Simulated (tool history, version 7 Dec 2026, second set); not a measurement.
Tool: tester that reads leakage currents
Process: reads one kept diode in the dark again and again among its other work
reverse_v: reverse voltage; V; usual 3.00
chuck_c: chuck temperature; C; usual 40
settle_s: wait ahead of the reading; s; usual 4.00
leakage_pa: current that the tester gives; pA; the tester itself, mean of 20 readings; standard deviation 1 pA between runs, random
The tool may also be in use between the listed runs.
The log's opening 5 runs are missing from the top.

run	hour	reverse_v	chuck_c	settle_s	leakage_pa
6	101.7	3.00	30	4.00	138.99
7	123.0	3.00	30	4.00	138.98
8	149.4	3.00	30	4.00	138.91
9	166.4	3.00	30	4.00	138.98
10	180.6	3.00	30	4.00	138.07
11	201.0	3.00	30	4.00	138.97
12	225.8	3.00	30	4.00	138.60
13	250.2	3.00	30	4.00	138.61
14	271.4	1.82	40	4.00	224.07
15	289.4	1.82	40	4.00	222.79
16	311.5	1.82	40	4.00	222.91
17	340.7	1.82	40	4.00	223.06
18	353.3	1.82	40	4.00	222.28
19	375.6	1.82	40	4.00	222.66
20	398.0	3.00	40	5.09	300.43
# hour 402.9: probe card cleaned and baked
21	428.0	3.00	40	0.33	303.44
22	450.4	2.87	33	4.00	171.91
23	477.9	3.00	38	0.36	260.77
24	498.6	2.82	22	2.91	72.02
25	515.9	2.82	22	2.91	72.03
26	535.6	2.82	20	0.88	61.97
# hour 544.6: probe card cleaned and baked, once more
27	563.2	9.95	20	0.58	120.97
28	591.7	9.95	23	0.58	155.40

Run 29 comes next. What will it give?
29	612.3	8.51	40	3.43	?

{"run 29": {"leakage_pa": 539.02}}
With no hidden state in the tool, this same run would have given leakage_pa 626.17 pA.

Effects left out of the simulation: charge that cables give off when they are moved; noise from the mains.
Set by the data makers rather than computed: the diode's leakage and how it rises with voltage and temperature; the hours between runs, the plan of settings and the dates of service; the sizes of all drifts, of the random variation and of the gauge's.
